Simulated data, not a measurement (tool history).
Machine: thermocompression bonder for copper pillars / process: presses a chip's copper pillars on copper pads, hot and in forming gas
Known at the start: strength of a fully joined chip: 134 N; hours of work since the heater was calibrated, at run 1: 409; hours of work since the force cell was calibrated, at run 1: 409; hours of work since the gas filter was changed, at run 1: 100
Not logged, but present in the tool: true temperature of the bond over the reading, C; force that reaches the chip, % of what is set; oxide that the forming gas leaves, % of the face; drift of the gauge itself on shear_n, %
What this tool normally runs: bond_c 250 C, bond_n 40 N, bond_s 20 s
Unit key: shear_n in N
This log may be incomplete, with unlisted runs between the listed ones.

run    hour  bond_c  bond_n  bond_s  hours of work since the heater was calibrated  hours of work since the force cell was calibrated  hours of work since the gas filter was changed  shear_n
  1       0     250      40      20                                            409                                                409                                             100     74.9
  2    21.9     250      40      20                                            421                                                421                                             112     75.2
  3      42     250      40      20                                            432                                                432                                             123     74.6
  4    69.6     250      40      20                                            447                                                447                                             138     75.8
  5    92.3     250      36      20                                            459                                                459                                             150     70.6
  6   117.4     250      40      20                                            473                                                473                                             164     73.6
  7   147.4     250      40      21                                            489                                                489                                             180     75.4
  8   167.6     250      40      21                                            500                                                500                                             191     75.6
  9   186.4     250      40      11                                            511                                                511                                             202     60.7
 10   212.4     250      40      11                                            525                                                525                                             216       59
 11   246.3     250      40      36                                            543                                                543                                             234     85.2
 12   269.3     250      40      36                                            556                                                556                                             247     85.3
 13   287.7     250      40      20                                            566                                                566                                             257     71.6
 14   316.7     250      27      20                                            582                                                582                                             273     57.9
 15   336.1     250      27      20                                            592                                                592                                             283     59.1
 16   352.5     250      40      20                                            601                                                601                                             292     69.9
 17   384.2     250      40      31                                            619                                                619                                             310     80.2
 18   416.2     250      40      31                                            636                                                636                                             327     79.9
 19   440.3     261      40      31                                            649                                                649                                             340     89.4
 20   464.2     235      40      20                                            662                                                662                                             353     55.1
 21   481.8     235      40      20                                            672                                                672                                             363     54.8
 22   497.1     250      37      20                                            680                                                680                                             371     66.1
 23     534     230      44      20                                            701                                                701                                             391     51.3
 24   552.7     239      33      18                                            711                                                711                                             402     49.8
      555.2  -- forming gas filter changed
 25   575.2     250      30      23                                            723                                                723                                              11     67.5
 26     603     250      54      16                                            738                                                738                                              26     78.7
 27   618.2     250      40      33                                            746                                                746                                              34     86.9
 28     645     245      30      29                                            761                                                761                                              49     67.7
 29   666.9     246      38      39                                            773                                                773                                              61       83
 30   703.3     242      38      47                                            793                                                793                                              81     82.5
 31   739.2     242      38      47                                            812                                                812                                             101       82
 32   772.8     269      57      23                                            831                                                831                                             119    105.8
 33     803     274      41      12                                            847                                                847                                             135     85.3
 34   824.7     250      41      49                                            859                                                859                                             147     94.8
 35   853.6     250      27      33                                            875                                                875                                             163     70.3
 36   870.7     250      40      19                                            884                                                884                                             172     69.6
 37   903.6     250      40      19                                            902                                                902                                             190     68.8
 38   935.9     250      40      19                                            920                                                920                                             208     68.1
 39   968.9     276      24      20                                            938                                                938                                             226       78
 40  1003.8     274      48      19                                            957                                                957                                             245     96.3

How the hidden state differs across the entries between the runs, from the last listed run before each to the first after it:
After run 24, before run 25: forming gas filter changed (hour 555.2)
  true temperature of the bond over the reading, C: -4.8 -> -4.9; oxide that the forming gas leaves, % of the face: 9.96 -> 0.85
  measured result minus the result with no hidden state, shear_n: -9 -> -4.2 N
